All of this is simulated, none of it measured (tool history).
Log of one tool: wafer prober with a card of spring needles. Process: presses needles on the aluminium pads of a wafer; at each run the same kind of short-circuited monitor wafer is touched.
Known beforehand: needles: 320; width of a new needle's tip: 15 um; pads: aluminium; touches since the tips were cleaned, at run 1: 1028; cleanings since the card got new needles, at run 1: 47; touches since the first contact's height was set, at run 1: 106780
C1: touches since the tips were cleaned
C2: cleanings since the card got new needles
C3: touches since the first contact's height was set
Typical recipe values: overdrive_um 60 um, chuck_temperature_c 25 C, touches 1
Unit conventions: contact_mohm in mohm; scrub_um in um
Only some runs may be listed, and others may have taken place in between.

{"run": 1, "day": 0.0, "overdrive_um": 60, "chuck_temperature_c": 25, "touches": 1, "C1": 1028, "C2": 47, "C3": 106780, "contact_mohm": 246, "scrub_um": 13.64}
{"day": 0.083, "done": "tips cleaned on abrasive film"}
{"day": 0.279, "done": "tips cleaned on abrasive film"}
{"day": 0.479, "done": "tips cleaned on abrasive film"}
{"day": 0.571, "done": "height of the first contact set anew"}
{"day": 0.692, "done": "tips cleaned on abrasive film"}
{"day": 0.892, "done": "tips cleaned on abrasive film"}
{"day": 1.088, "done": "tips cleaned on abrasive film"}
{"run": 2, "day": 1.158, "overdrive_um": 60, "chuck_temperature_c": 25, "touches": 1, "C1": 827, "C2": 53, "C3": 6805, "contact_mohm": 211, "scrub_um": 14.48}
{"day": 1.279, "done": "tips cleaned on abrasive film"}
{"day": 1.442, "done": "tips cleaned on abrasive film"}
{"day": 1.642, "done": "tips cleaned on abrasive film"}
{"day": 1.8, "done": "tips cleaned on abrasive film"}
{"day": 2.0, "done": "tips cleaned on abrasive film"}
{"day": 2.196, "done": "tips cleaned on abrasive film"}
{"day": 2.396, "done": "tips cleaned on abrasive film"}
{"run": 3, "day": 2.508, "overdrive_um": 60, "chuck_temperature_c": 25, "touches": 1, "C1": 1321, "C2": 60, "C3": 22378, "contact_mohm": 259, "scrub_um": 14.39}
{"day": 2.592, "done": "tips cleaned on abrasive film"}
{"day": 2.792, "done": "tips cleaned on abrasive film"}
{"day": 2.988, "done": "tips cleaned on abrasive film"}
{"day": 3.188, "done": "tips cleaned on abrasive film"}
{"day": 3.35, "done": "tips cleaned on abrasive film"}
{"day": 3.546, "done": "tips cleaned on abrasive film"}
{"day": 3.746, "done": "tips cleaned on abrasive film"}
{"day": 3.904, "done": "tips cleaned on abrasive film"}
{"day": 4.104, "done": "tips cleaned on abrasive film"}
{"run": 4, "day": 4.229, "overdrive_um": 60, "chuck_temperature_c": 25, "touches": 1, "C1": 1464, "C2": 69, "C3": 42235, "contact_mohm": 259, "scrub_um": 14.18}
{"day": 4.271, "done": "tips cleaned on abrasive film"}
{"day": 4.471, "done": "tips cleaned on abrasive film"}
{"day": 4.671, "done": "tips cleaned on abrasive film"}
{"day": 4.871, "done": "tips cleaned on abrasive film"}
{"day": 5.067, "done": "tips cleaned on abrasive film"}
{"day": 5.267, "done": "tips cleaned on abrasive film"}
{"run": 5, "day": 5.417, "overdrive_um": 60, "chuck_temperature_c": 25, "touches": 1, "C1": 1764, "C2": 75, "C3": 55957, "contact_mohm": 301, "scrub_um": 13.97}
{"day": 5.458, "done": "tips cleaned on abrasive film"}
{"day": 5.658, "done": "tips cleaned on abrasive film"}
{"day": 5.821, "done": "tips cleaned on abrasive film"}
{"day": 6.017, "done": "tips cleaned on abrasive film"}
{"day": 6.217, "done": "tips cleaned on abrasive film"}
{"day": 6.379, "done": "tips cleaned on abrasive film"}
{"day": 6.571, "done": "tips cleaned on abrasive film"}
{"run": 6, "day": 6.571, "overdrive_um": 60, "chuck_temperature_c": 25, "touches": 1, "C1": 0, "C2": 82, "C3": 69207, "contact_mohm": 161, "scrub_um": 13.89}
{"day": 6.767, "done": "tips cleaned on abrasive film"}
{"day": 6.967, "done": "tips cleaned on abrasive film"}
{"day": 7.088, "done": "tips cleaned on abrasive film, once more"}
{"day": 7.288, "done": "tips cleaned on abrasive film"}
{"run": 7, "day": 7.433, "overdrive_um": 60, "chuck_temperature_c": 122, "touches": 1, "C1": 1700, "C2": 86, "C3": 79183, "contact_mohm": 287, "scrub_um": 13.89}
{"day": 7.475, "done": "tips cleaned on abrasive film"}
{"day": 7.633, "done": "tips cleaned on abrasive film"}
{"day": 7.833, "done": "tips cleaned on abrasive film"}
{"day": 7.992, "done": "tips cleaned on abrasive film"}
{"day": 8.192, "done": "tips cleaned on abrasive film"}
{"day": 8.392, "done": "tips cleaned on abrasive film"}
{"run": 8, "day": 8.546, "overdrive_um": 60, "chuck_temperature_c": 122, "touches": 1, "C1": 1820, "C2": 92, "C3": 92037, "contact_mohm": 291, "scrub_um": 13.66}
{"day": 8.588, "done": "tips cleaned on abrasive film"}
{"day": 8.788, "done": "tips cleaned on abrasive film"}
{"day": 8.95, "done": "tips cleaned on abrasive film"}
{"day": 9.146, "done": "tips cleaned on abrasive film"}
{"day": 9.346, "done": "tips cleaned on abrasive film"}
{"day": 9.546, "done": "tips cleaned on abrasive film"}
{"run": 9, "day": 9.612, "overdrive_um": 60, "chuck_temperature_c": 36, "touches": 1, "C1": 784, "C2": 98, "C3": 104316, "contact_mohm": 237, "scrub_um": 13.67}
{"day": 9.733, "done": "tips cleaned on abrasive film"}
{"day": 9.892, "done": "tips cleaned on abrasive film"}
{"day": 10.092, "done": "tips cleaned on abrasive film"}
{"day": 10.292, "done": "tips cleaned on abrasive film"}
{"day": 10.421, "done": "height of the first contact set anew"}
{"day": 10.475, "done": "tips cleaned on abrasive film"}
{"run": 10, "day": 10.475, "overdrive_um": 60, "chuck_temperature_c": 25, "touches": 2, "C1": 0, "C2": 103, "C3": 610, "contact_mohm": 160, "scrub_um": 14.55}
{"day": 10.638, "done": "tips cleaned on abrasive film"}
{"day": 10.833, "done": "tips cleaned on abrasive film"}
{"day": 11.033, "done": "tips cleaned on abrasive film"}
{"day": 11.233, "done": "tips cleaned on abrasive film"}
{"run": 11, "day": 11.3, "overdrive_um": 60, "chuck_temperature_c": 25, "touches": 2, "C1": 803, "C2": 107, "C3": 10150, "contact_mohm": 189, "scrub_um": 14.39}
{"day": 11.421, "done": "tips cleaned on abrasive film"}
{"day": 11.621, "done": "tips cleaned on abrasive film"}
{"day": 11.821, "done": "tips cleaned on abrasive film"}
{"day": 11.979, "done": "tips cleaned on abrasive film"}
{"day": 12.179, "done": "tips cleaned on abrasive film"}
{"day": 12.338, "done": "tips cleaned on abrasive film"}
{"day": 12.538, "done": "tips cleaned on abrasive film"}
{"day": 12.7, "done": "tips cleaned on abrasive film"}
{"day": 12.896, "done": "tips cleaned on abrasive film"}
{"day": 13.096, "done": "tips cleaned on abrasive film"}
{"run": 12, "day": 13.125, "overdrive_um": 60, "chuck_temperature_c": 100, "touches": 2, "C1": 349, "C2": 117, "C3": 31189, "contact_mohm": 190, "scrub_um": 14.05}
{"day": 13.288, "done": "tips cleaned on abrasive film"}
{"day": 13.483, "done": "tips cleaned on abrasive film"}
{"day": 13.646, "done": "tips cleaned on abrasive film"}
{"day": 13.846, "done": "tips cleaned on abrasive film"}
{"day": 14.042, "done": "tips cleaned on abrasive film"}
{"run": 13, "day": 14.104, "overdrive_um": 60, "chuck_temperature_c": 100, "touches": 2, "C1": 742, "C2": 122, "C3": 42505, "contact_mohm": 215, "scrub_um": 14.17}
{"day": 14.229, "done": "tips cleaned on abrasive film"}
{"day": 14.388, "done": "tips cleaned on abrasive film"}
{"day": 14.588, "done": "tips cleaned on abrasive film"}
{"day": 14.783, "done": "tips cleaned on abrasive film"}
{"day": 14.983, "done": "tips cleaned on abrasive film"}
{"run": 14, "day": 15.0, "overdrive_um": 60, "chuck_temperature_c": 38, "touches": 2, "C1": 206, "C2": 127, "C3": 52827, "contact_mohm": 181, "scrub_um": 14.04}
{"day": 15.162, "done": "tips cleaned on abrasive film"}
{"day": 15.362, "done": "tips cleaned on abrasive film"}
{"day": 15.558, "done": "tips cleaned on abrasive film"}
{"day": 15.721, "done": "tips cleaned on abrasive film"}
{"day": 15.921, "done": "tips cleaned on abrasive film"}
{"day": 16.079, "done": "tips cleaned on abrasive film"}
{"run": 15, "day": 16.112, "overdrive_um": 60, "chuck_temperature_c": 38, "touches": 2, "C1": 375, "C2": 133, "C3": 65617, "contact_mohm": 184, "scrub_um": 13.98}
{"day": 16.271, "done": "tips cleaned on abrasive film"}
{"day": 16.471, "done": "tips cleaned on abrasive film"}
{"day": 16.671, "done": "tips cleaned on abrasive film"}
{"day": 16.867, "done": "tips cleaned on abrasive film"}
{"day": 17.067, "done": "tips cleaned on abrasive film"}
{"run": 16, "day": 17.129, "overdrive_um": 60, "chuck_temperature_c": 38, "touches": 2, "C1": 747, "C2": 138, "C3": 77399, "contact_mohm": 208, "scrub_um": 13.77}
{"day": 17.25, "done": "tips cleaned on abrasive film"}
{"day": 17.45, "done": "tips cleaned on abrasive film"}
{"day": 17.65, "done": "tips cleaned on abrasive film"}
{"day": 17.808, "done": "tips cleaned on abrasive film"}
{"day": 18.008, "done": "tips cleaned on abrasive film"}
{"day": 18.208, "done": "tips cleaned on abrasive film"}
{"run": 17, "day": 18.254, "overdrive_um": 60, "chuck_temperature_c": 79, "touches": 2, "C1": 538, "C2": 144, "C3": 90353, "contact_mohm": 203, "scrub_um": 13.62}
{"day": 18.375, "done": "tips cleaned on abrasive film"}
{"day": 18.575, "done": "tips cleaned on abrasive film"}
{"day": 18.771, "done": "tips cleaned on abrasive film"}
{"day": 18.971, "done": "tips cleaned on abrasive film"}
{"day": 19.171, "done": "tips cleaned on abrasive film"}
{"day": 19.371, "done": "tips cleaned on abrasive film"}
{"day": 19.529, "done": "tips cleaned on abrasive film"}
{"day": 19.688, "done": "tips cleaned on abrasive film"}
{"day": 19.888, "done": "tips cleaned on abrasive film"}
{"run": 18, "day": 19.892, "overdrive_um": 60, "chuck_temperature_c": 79, "touches": 2, "C1": 30, "C2": 153, "C3": 109231, "contact_mohm": 177, "scrub_um": 13.36}
{"day": 20.05, "done": "tips cleaned on abrasive film"}
{"day": 20.25, "done": "tips cleaned on abrasive film"}
{"day": 20.262, "done": "height of the first contact set anew"}
{"day": 20.421, "done": "tips cleaned on abrasive film"}
{"day": 20.621, "done": "tips cleaned on abrasive film"}
{"run": 19, "day": 20.767, "overdrive_um": 78, "chuck_temperature_c": 25, "touches": 3, "C1": 1719, "C2": 157, "C3": 5858, "contact_mohm": 185, "scrub_um": 19}
{"day": 20.808, "done": "tips cleaned on abrasive film"}
{"day": 20.971, "done": "tips cleaned on abrasive film"}
{"day": 21.171, "done": "tips cleaned on abrasive film"}
{"day": 21.367, "done": "tips cleaned on abrasive film"}
{"day": 21.567, "done": "tips cleaned on abrasive film"}
{"day": 21.767, "done": "tips cleaned on abrasive film"}
{"day": 21.967, "done": "tips cleaned on abrasive film"}
{"day": 22.125, "done": "tips cleaned on abrasive film"}
{"day": 22.325, "done": "tips cleaned on abrasive film"}
{"run": 20, "day": 22.35, "overdrive_um": 53, "chuck_temperature_c": 25, "touches": 1, "C1": 287, "C2": 166, "C3": 24077, "contact_mohm": 213, "scrub_um": 12.47}
{"day": 22.508, "done": "tips cleaned on abrasive film"}
{"day": 22.708, "done": "tips cleaned on abrasive film"}
{"day": 22.908, "done": "tips cleaned on abrasive film"}
{"day": 23.104, "done": "tips cleaned on abrasive film"}
{"day": 23.267, "done": "tips cleaned on abrasive film"}
{"day": 23.467, "done": "tips cleaned on abrasive film"}
{"run": 21, "day": 23.475, "overdrive_um": 55, "chuck_temperature_c": 48, "touches": 1, "C1": 106, "C2": 172, "C3": 37058, "contact_mohm": 197, "scrub_um": 13.1}
{"day": 23.633, "done": "tips cleaned on abrasive film"}
{"day": 23.792, "done": "tips cleaned on abrasive film"}
{"day": 23.992, "done": "tips cleaned on abrasive film"}
{"day": 24.154, "done": "tips cleaned on abrasive film"}
{"run": 22, "day": 24.304, "overdrive_um": 55, "chuck_temperature_c": 48, "touches": 1, "C1": 1803, "C2": 176, "C3": 46676, "contact_mohm": 369, "scrub_um": 12.97}

Branching from run 22: 3 alternative next runs. What would each branch give?
{"day": 24.35, "done": "tips cleaned on abrasive film"}
{"day": 24.508, "done": "tips cleaned on abrasive film"}
{"day": 24.708, "done": "tips cleaned on abrasive film"}
{"day": 24.908, "done": "tips cleaned on abrasive film"}
{"day": 25.104, "done": "tips cleaned on abrasive film"}
{"run": "A", "day": 25.225, "overdrive_um": 60, "chuck_temperature_c": 32, "touches": 1, "C1": 1406, "C2": 181, "C3": 57278, "contact_mohm": "?", "scrub_um": "?"}
{"day": 24.35, "done": "tips cleaned on abrasive film"}
{"day": 24.508, "done": "tips cleaned on abrasive film"}
{"day": 24.708, "done": "tips cleaned on abrasive film"}
{"day": 24.908, "done": "tips cleaned on abrasive film"}
{"day": 25.104, "done": "tips cleaned on abrasive film"}
{"run": "B", "day": 25.225, "overdrive_um": 80, "chuck_temperature_c": 77, "touches": 1, "C1": 1406, "C2": 181, "C3": 57278, "contact_mohm": "?", "scrub_um": "?"}
{"day": 24.35, "done": "tips cleaned on abrasive film"}
{"day": 24.508, "done": "tips cleaned on abrasive film"}
{"day": 24.708, "done": "tips cleaned on abrasive film"}
{"day": 24.908, "done": "tips cleaned on abrasive film"}
{"day": 25.104, "done": "tips cleaned on abrasive film"}
{"run": "C", "day": 25.225, "overdrive_um": 69, "chuck_temperature_c": 71, "touches": 2, "C1": 1406, "C2": 181, "C3": 57278, "contact_mohm": "?", "scrub_um": "?"}

run=A contact_mohm=294 scrub_um=14.06
run=B contact_mohm=234 scrub_um=19.04
run=C contact_mohm=222 scrub_um=16.28
Without the tool's hidden state the same runs would have given:
run=A contact_mohm=145 scrub_um=14.62
run=B contact_mohm=152 scrub_um=19.6
run=C contact_mohm=153 scrub_um=16.84

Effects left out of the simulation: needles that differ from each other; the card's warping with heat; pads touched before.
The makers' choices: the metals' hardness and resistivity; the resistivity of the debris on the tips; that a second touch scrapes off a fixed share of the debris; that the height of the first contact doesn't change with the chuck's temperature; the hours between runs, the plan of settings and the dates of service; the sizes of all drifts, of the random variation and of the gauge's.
